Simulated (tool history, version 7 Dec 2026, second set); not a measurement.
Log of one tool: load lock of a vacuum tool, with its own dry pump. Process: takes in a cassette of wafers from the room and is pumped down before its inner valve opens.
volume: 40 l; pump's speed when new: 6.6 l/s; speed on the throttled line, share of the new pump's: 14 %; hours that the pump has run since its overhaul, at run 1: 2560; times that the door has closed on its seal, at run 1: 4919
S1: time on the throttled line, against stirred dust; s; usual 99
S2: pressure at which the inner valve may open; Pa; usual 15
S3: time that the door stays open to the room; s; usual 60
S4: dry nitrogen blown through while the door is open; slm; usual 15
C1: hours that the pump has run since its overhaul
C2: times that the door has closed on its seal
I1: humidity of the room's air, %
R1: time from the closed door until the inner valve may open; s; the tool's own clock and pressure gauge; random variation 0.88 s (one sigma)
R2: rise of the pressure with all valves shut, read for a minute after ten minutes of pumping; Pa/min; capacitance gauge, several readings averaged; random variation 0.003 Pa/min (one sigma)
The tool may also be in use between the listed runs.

Run 1, day 0.000: usual settings; C1 2560; C2 4919; I1 45.0. Result: R1 136.8 s, R2 0.021 Pa/min.
Run 2, day 3.329: usual settings but S4 38 slm; C1 2640; C2 5073; I1 44.4. Result: R1 139.8 s, R2 0.008 Pa/min.
Run 3, day 8.492: usual settings but S4 38 slm; C1 2763; C2 5311; I1 42.6. Result: R1 139.9 s, R2 0.005 Pa/min.
Run 4, day 12.021: usual settings; C1 2848; C2 5473; I1 46.4. Result: R1 136.8 s, R2 0.018 Pa/min.
Run 5, day 18.850: usual settings; C1 3012; C2 5788; I1 46.8. Result: R1 138.7 s, R2 0.020 Pa/min.
Run 6, day 23.908: usual settings; C1 3133; C2 6022; I1 47.1. Result: R1 138.9 s, R2 0.014 Pa/min.
Run 7, day 29.925: usual settings; C1 3278; C2 6299; I1 46.3. Result: R1 139.0 s, R2 0.019 Pa/min.
Run 8, day 35.725: usual settings but S3 222 s; C1 3417; C2 6567; I1 47.3. Result: R1 138.2 s, R2 0.031 Pa/min.
Run 9, day 40.125: usual settings but S3 222 s; C1 3523; C2 6770; I1 43.2. Result: R1 137.5 s, R2 0.028 Pa/min.
Run 10, day 43.796: usual settings but S3 222 s; C1 3611; C2 6939; I1 45.0. Result: R1 138.2 s, R2 0.033 Pa/min.
Run 11, day 51.825: usual settings but S3 222 s; C1 3803; C2 7310; I1 45.9. Result: R1 138.4 s, R2 0.030 Pa/min.
Run 12, day 58.404: usual settings but S1 143 s, S3 222 s; C1 3961; C2 7613; I1 43.7. Result: R1 176.0 s, R2 0.023 Pa/min.
Run 13, day 61.979: usual settings but S1 143 s, S3 222 s; C1 4047; C2 7778; I1 46.5. Result: R1 175.8 s, R2 0.030 Pa/min.
Run 14, day 65.538: usual settings but S1 143 s, S3 222 s; C1 4133; C2 7942; I1 44.2. Result: R1 177.4 s, R2 0.033 Pa/min.
Run 15, day 72.746: usual settings but S1 143 s, S3 222 s; C1 4305; C2 8275; I1 44.2. Result: R1 178.0 s, R2 0.030 Pa/min.
Run 16, day 76.467: usual settings but S1 143 s, S3 222 s; C1 4395; C2 8446; I1 44.0. Result: R1 178.0 s, R2 0.027 Pa/min.
Run 17, day 83.388: usual settings but S2 18 Pa; C1 4561; C2 8765; I1 48.9. Result: R1 136.5 s, R2 0.021 Pa/min.
Run 18, day 86.962: usual settings; C1 4647; C2 8930; I1 44.0. Result: R1 138.4 s, R2 0.020 Pa/min.
Run 19, day 93.762: usual settings but S1 151 s, S3 32 s; C1 4810; C2 9244; I1 45.2. Result: R1 181.8 s, R2 0.017 Pa/min.
Run 20, day 100.067: usual settings but S3 89 s; C1 4961; C2 9535; I1 44.2. Result: R1 136.7 s, R2 0.022 Pa/min.
Run 21, day 104.525: usual settings but S2 13 Pa, S3 39 s, S4 4 slm; C1 5068; C2 9740; I1 43.3. Result: R1 140.6 s, R2 0.026 Pa/min.
Run 22, day 111.833: usual settings but S2 13 Pa, S3 27 s, S4 20 slm; C1 5244; C2 10078; I1 46.2. Result: R1 141.1 s, R2 0.008 Pa/min.
Run 23, day 117.500: usual settings but S1 156 s, S2 13 Pa, S3 76 s, S4 7 slm; C1 5380; C2 10339; I1 46.3. Result: R1 187.5 s, R2 0.026 Pa/min.
Run 24, day 124.454: usual settings but S1 50 s, S2 17 Pa, S3 26 s, S4 13 slm; C1 5546; C2 10660; I1 45.2. Result: R1 96.1 s, R2 0.011 Pa/min.
Run 25, day 127.800: usual settings but S1 132 s, S2 26 Pa, S3 70 s, S4 13 slm; C1 5627; C2 10814; I1 43.4. Result: R1 164.8 s, R2 0.025 Pa/min.
Run 26, day 132.450: usual settings but S1 132 s, S2 26 Pa, S3 64 s, S4 12 slm; C1 5738; C2 11029; I1 42.7. Result: R1 163.5 s, R2 0.021 Pa/min.
Run 27, day 139.929: usual settings but S2 11 Pa, S3 75 s; C1 5918; C2 11374; I1 43.7. Result: R1 141.5 s, R2 0.020 Pa/min.
Run 28, day 147.808: usual settings but S2 24 Pa, S3 98 s; C1 6107; C2 11737; I1 46.2. Result: R1 136.8 s, R2 0.027 Pa/min.
Run 29, day 155.267: usual settings but S1 75 s, S2 24 Pa, S3 165 s, S4 8 slm; C1 6286; C2 12081; I1 47.9. Result: R1 113.1 s, R2 0.042 Pa/min.
Run 30, day 159.879: usual settings but S1 75 s, S2 24 Pa, S3 165 s, S4 8 slm; C1 6397; C2 12294; I1 46.4. Result: R1 116.2 s, R2 0.039 Pa/min.
Run 31, day 167.496: usual settings but S1 72 s, S3 186 s, S4 35 slm; C1 6580; C2 12645; I1 45.6. Result: R1 114.6 s, R2 0.018 Pa/min.
Run 32, day 173.992: usual settings but S1 195 s, S3 31 s, S4 9 slm; C1 6735; C2 12945; I1 47.1. Result: R1 220.9 s, R2 0.018 Pa/min.
Run 33, day 178.879: usual settings but S1 91 s; C1 6853; C2 13170; I1 46.3. Result: R1 132.8 s, R2 0.019 Pa/min.
Run 34, day 183.967: usual settings but S4 17 slm; C1 6975; C2 13405; I1 45.0. Result: R1 138.2 s, R2 0.021 Pa/min.
Run 35, day 189.804: usual settings but S4 17 slm; C1 7115; C2 13674; I1 43.2. Result: R1 138.0 s, R2 0.018 Pa/min.
Run 36, day 194.446: usual settings but S2 16 Pa, S3 225 s, S4 17 slm; C1 7226; C2 13888; I1 44.7. Result: R1 139.2 s, R2 0.028 Pa/min.

Forecast each of these 3 alternatives for the next run:
Run A, day 200.167: usual settings but S3 92 s; C1 7364; C2 14152; I1 47.4. Result: R1 ?, R2 ?.
Run B, day 200.167: usual settings but S1 84 s, S2 18 Pa, S3 85 s, S4 17 slm; C1 7364; C2 14152; I1 45.1. Result: R1 ?, R2 ?.
Run C, day 200.167: usual settings but S1 86 s, S2 23 Pa; C1 7364; C2 14152; I1 44.2. Result: R1 ?, R2 ?.

run     R1     R2
  A  137.3  0.020
  B  124.4  0.019
  C  125.6  0.016
Without the tool's hidden state the same runs would have given:
run     R1     R2
  A  137.3  0.020
  B  124.4  0.019
  C  125.6  0.015

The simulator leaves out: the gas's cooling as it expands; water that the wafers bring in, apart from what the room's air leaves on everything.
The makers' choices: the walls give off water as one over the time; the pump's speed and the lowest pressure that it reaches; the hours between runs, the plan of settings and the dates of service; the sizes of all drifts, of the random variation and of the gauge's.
